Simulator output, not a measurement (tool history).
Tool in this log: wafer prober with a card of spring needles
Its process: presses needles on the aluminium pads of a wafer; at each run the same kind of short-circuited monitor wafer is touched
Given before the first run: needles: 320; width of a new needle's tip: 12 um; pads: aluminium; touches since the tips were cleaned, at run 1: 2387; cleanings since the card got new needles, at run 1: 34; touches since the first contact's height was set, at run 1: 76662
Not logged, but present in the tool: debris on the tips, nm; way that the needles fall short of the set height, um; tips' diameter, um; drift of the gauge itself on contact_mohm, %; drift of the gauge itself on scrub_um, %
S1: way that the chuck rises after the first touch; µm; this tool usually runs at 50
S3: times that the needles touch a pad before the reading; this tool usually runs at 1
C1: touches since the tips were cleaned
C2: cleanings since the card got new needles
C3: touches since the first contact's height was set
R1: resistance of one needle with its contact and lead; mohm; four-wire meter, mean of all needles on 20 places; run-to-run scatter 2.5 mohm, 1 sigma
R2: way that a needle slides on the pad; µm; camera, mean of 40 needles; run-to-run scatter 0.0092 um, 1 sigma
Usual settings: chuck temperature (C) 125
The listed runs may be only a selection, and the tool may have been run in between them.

run 1 hour=0.0 | S1=50 chuck_temperature_(C)=125 S3=1 | C1=2387 C2=34 C3=76662 | R1=291 R2=9.446
-- hour=10.1 tips cleaned on abrasive film
run 2 hour=13.3 | S1=50 chuck_temperature_(C)=125 S3=1 | C1=1765 C2=35 C3=83960 | R1=293 R2=9.435
-- hour=25.4 tips cleaned on abrasive film
run 3 hour=28.1 | S1=50 chuck_temperature_(C)=125 S3=1 | C1=1479 C2=36 C3=92040 | R1=286 R2=9.447
-- hour=40.9 tips cleaned on abrasive film
run 4 hour=46.4 | S1=69 chuck_temperature_(C)=125 S3=1 | C1=3008 C2=37 C3=102111 | R1=279 R2=13.023
-- hour=56.1 tips cleaned on abrasive film
run 5 hour=56.2 | S1=69 chuck_temperature_(C)=125 S3=1 | C1=15 C2=38 C3=107456 | R1=278 R2=13.037
run 6 hour=66.3 | S1=50 chuck_temperature_(C)=125 S3=2 | C1=5597 C2=38 C3=113038 | R1=286 R2=9.449
-- hour=70.7 tips cleaned on abrasive film
-- hour=76.4 height of the first contact set anew
run 7 hour=76.4 | S1=50 chuck_temperature_(C)=125 S3=2 | C1=3002 C2=39 C3=0 | R1=289 R2=9.446
-- hour=86.0 tips cleaned on abrasive film
run 8 hour=94.5 | S1=50 chuck_temperature_(C)=125 S3=2 | C1=4720 C2=40 C3=9953 | R1=289 R2=9.468
-- hour=100.2 tips cleaned on abrasive film
run 9 hour=106.7 | S1=50 chuck_temperature_(C)=125 S3=2 | C1=3564 C2=41 C3=16616 | R1=288 R2=9.441
-- hour=115.6 tips cleaned on abrasive film
run 10 hour=120.3 | S1=50 chuck_temperature_(C)=125 S3=2 | C1=2623 C2=42 C3=24077 | R1=286 R2=9.432
-- hour=130.5 tips cleaned on abrasive film
run 11 hour=136.9 | S1=50 chuck_temperature_(C)=125 S3=2 | C1=3531 C2=43 C3=33185 | R1=287 R2=9.461
-- hour=145.9 tips cleaned on abrasive film
run 12 hour=155.8 | S1=50 chuck_temperature_(C)=125 S3=1 | C1=5491 C2=44 C3=43586 | R1=286 R2=9.431
-- hour=161.4 tips cleaned on abrasive film
run 13 hour=163.8 | S1=50 chuck_temperature_(C)=125 S3=1 | C1=1310 C2=45 C3=47901 | R1=288 R2=9.440
-- hour=175.7 tips cleaned on abrasive film
run 14 hour=181.7 | S1=50 chuck_temperature_(C)=125 S3=1 | C1=3330 C2=46 C3=57772 | R1=287 R2=9.435
-- hour=190.6 tips cleaned on abrasive film
run 15 hour=198.6 | S1=50 chuck_temperature_(C)=125 S3=1 | C1=4391 C2=47 C3=67015 | R1=290 R2=9.442
-- hour=204.9 tips cleaned on abrasive film
run 16 hour=215.5 | S1=50 chuck_temperature_(C)=125 S3=1 | C1=5846 C2=48 C3=76289 | R1=288 R2=9.449
-- hour=219.7 tips cleaned on abrasive film
run 17 hour=228.3 | S1=50 chuck_temperature_(C)=57 S3=1 | C1=4743 C2=49 C3=83291 | R1=268 R2=9.426
-- hour=234.8 tips cleaned on abrasive film
run 18 hour=239.6 | S1=48 chuck_temperature_(C)=26 S3=1 | C1=2666 C2=50 C3=89500 | R1=258 R2=9.054
run 19 hour=248.3 | S1=35 chuck_temperature_(C)=64 S3=1 | C1=7477 C2=50 C3=94311 | R1=283 R2=6.616
-- hour=249.5 tips cleaned on abrasive film
-- hour=263.7 tips cleaned on abrasive film
run 20 hour=266.7 | S1=31 chuck_temperature_(C)=58 S3=1 | C1=1643 C2=52 C3=104359 | R1=278 R2=5.860
run 21 hour=276.6 | S1=31 chuck_temperature_(C)=58 S3=1 | C1=7113 C2=52 C3=109829 | R1=286 R2=5.850
-- hour=278.3 tips cleaned on abrasive film
run 22 hour=286.8 | S1=31 chuck_temperature_(C)=90 S3=1 | C1=4703 C2=53 C3=115418 | R1=296 R2=5.867
-- hour=292.9 tips cleaned on abrasive film
-- hour=293.2 height of the first contact set anew
run 23 hour=297.0 | S1=66 chuck_temperature_(C)=28 S3=2 | C1=2127 C2=54 C3=2127 | R1=253 R2=12.457
-- hour=308.8 tips cleaned on abrasive film
run 24 hour=314.1 | S1=44 chuck_temperature_(C)=40 S3=2 | C1=2908 C2=55 C3=11494 | R1=262 R2=8.303
-- hour=323.1 tips cleaned on abrasive film
run 25 hour=323.1 | S1=44 chuck_temperature_(C)=40 S3=2 | C1=0 C2=56 C3=16449 | R1=264 R2=8.308
run 26 hour=332.4 | S1=44 chuck_temperature_(C)=40 S3=2 | C1=5120 C2=56 C3=21569 | R1=268 R2=8.318
-- hour=338.4 tips cleaned on abrasive film
run 27 hour=345.1 | S1=54 chuck_temperature_(C)=72 S3=1 | C1=3693 C2=57 C3=28494 | R1=267 R2=10.188
-- hour=353.9 tips cleaned on abrasive film
run 28 hour=359.4 | S1=54 chuck_temperature_(C)=72 S3=1 | C1=3044 C2=58 C3=36365 | R1=276 R2=10.195
-- hour=368.3 tips cleaned on abrasive film
run 29 hour=375.1 | S1=54 chuck_temperature_(C)=30 S3=1 | C1=3731 C2=59 C3=44968 | R1=258 R2=10.206
-- hour=383.7 tips cleaned on abrasive film
run 30 hour=393.1 | S1=42 chuck_temperature_(C)=125 S3=2 | C1=5159 C2=60 C3=54841 | R1=290 R2=7.927
-- hour=398.2 tips cleaned on abrasive film
run 31 hour=411.3 | S1=33 chuck_temperature_(C)=125 S3=1 | C1=7271 C2=61 C3=64868 | R1=306 R2=6.235
-- hour=412.8 tips cleaned on abrasive film
run 32 hour=422.8 | S1=33 chuck_temperature_(C)=125 S3=1 | C1=5556 C2=62 C3=71168 | R1=305 R2=6.234
-- hour=427.0 tips cleaned on abrasive film
run 33 hour=431.2 | S1=50 chuck_temperature_(C)=72 S3=2 | C1=2276 C2=63 C3=75711 | R1=269 R2=9.444

Entry by entry between the runs, the difference in hidden state between the last listed run before and the first listed run after:
In the gap between runs 1 and 2: tips cleaned on abrasive film (hour 10.1)
  nothing in the hidden state changes from one run to the other
In the gap between runs 2 and 3: tips cleaned on abrasive film (hour 25.4)
  nothing in the hidden state changes from one run to the other
In the gap between runs 3 and 4: tips cleaned on abrasive film (hour 40.9)
  nothing in the hidden state changes from one run to the other
In the gap between runs 4 and 5: tips cleaned on abrasive film (hour 56.1)
  debris on the tips, nm: 0.2 -> 0
In the gap between runs 6 and 7: tips cleaned on abrasive film (hour 70.7); height of the first contact set anew (hour 76.4)
  debris on the tips, nm: 0.4 -> 0.3
In the gap between runs 7 and 8: tips cleaned on abrasive film (hour 86.0)
  nothing in the hidden state changes from one run to the other
In the gap between runs 8 and 9: tips cleaned on abrasive film (hour 100.2)
  nothing in the hidden state changes from one run to the other
In the gap between runs 9 and 10: tips cleaned on abrasive film (hour 115.6)
  debris on the tips, nm: 0.3 -> 0.2
In the gap between runs 10 and 11: tips cleaned on abrasive film (hour 130.5)
  debris on the tips, nm: 0.2 -> 0.3
In the gap between runs 11 and 12: tips cleaned on abrasive film (hour 145.9)
  debris on the tips, nm: 0.3 -> 0.4
In the gap between runs 12 and 13: tips cleaned on abrasive film (hour 161.4)
  debris on the tips, nm: 0.4 -> 0.2
In the gap between runs 13 and 14: tips cleaned on abrasive film (hour 175.7)
  debris on the tips, nm: 0.2 -> 0.3
In the gap between runs 14 and 15: tips cleaned on abrasive film (hour 190.6)
  nothing in the hidden state changes from one run to the other
In the gap between runs 15 and 16: tips cleaned on abrasive film (hour 204.9)
  debris on the tips, nm: 0.3 -> 0.4
In the gap between runs 16 and 17: tips cleaned on abrasive film (hour 219.7)
  debris on the tips, nm: 0.4 -> 0.3
In the gap between runs 17 and 18: tips cleaned on abrasive film (hour 234.8)
  debris on the tips, nm: 0.3 -> 0.2
In the gap between runs 19 and 20: tips cleaned on abrasive film (hour 249.5); tips cleaned on abrasive film (hour 263.7)
  debris on the tips, nm: 0.4 -> 0.2
In the gap between runs 21 and 22: tips cleaned on abrasive film (hour 278.3)
  tips' diameter, um: 12 -> 12.01
In the gap between runs 22 and 23: tips cleaned on abrasive film (hour 292.9); height of the first contact set anew (hour 293.2)
  debris on the tips, nm: 0.4 -> 0.2
In the gap between runs 23 and 24: tips cleaned on abrasive film (hour 308.8)
  debris on the tips, nm: 0.2 -> 0.3
In the gap between runs 24 and 25: tips cleaned on abrasive film (hour 323.1)
  debris on the tips, nm: 0.3 -> 0
In the gap between runs 26 and 27: tips cleaned on abrasive film (hour 338.4)
  debris on the tips, nm: 0.4 -> 0.3
In the gap between runs 27 and 28: tips cleaned on abrasive film (hour 353.9)
  debris on the tips, nm: 0.3 -> 0.2
In the gap between runs 28 and 29: tips cleaned on abrasive film (hour 368.3)
  debris on the tips, nm: 0.2 -> 0.3
In the gap between runs 29 and 30: tips cleaned on abrasive film (hour 383.7)
  debris on the tips, nm: 0.3 -> 0.4
In the gap between runs 30 and 31: tips cleaned on abrasive film (hour 398.2)
  nothing in the hidden state changes from one run to the other
In the gap between runs 31 and 32: tips cleaned on abrasive film (hour 412.8)
  nothing in the hidden state changes from one run to the other
In the gap between runs 32 and 33: tips cleaned on abrasive film (hour 427.0)
  debris on the tips, nm: 0.4 -> 0.2
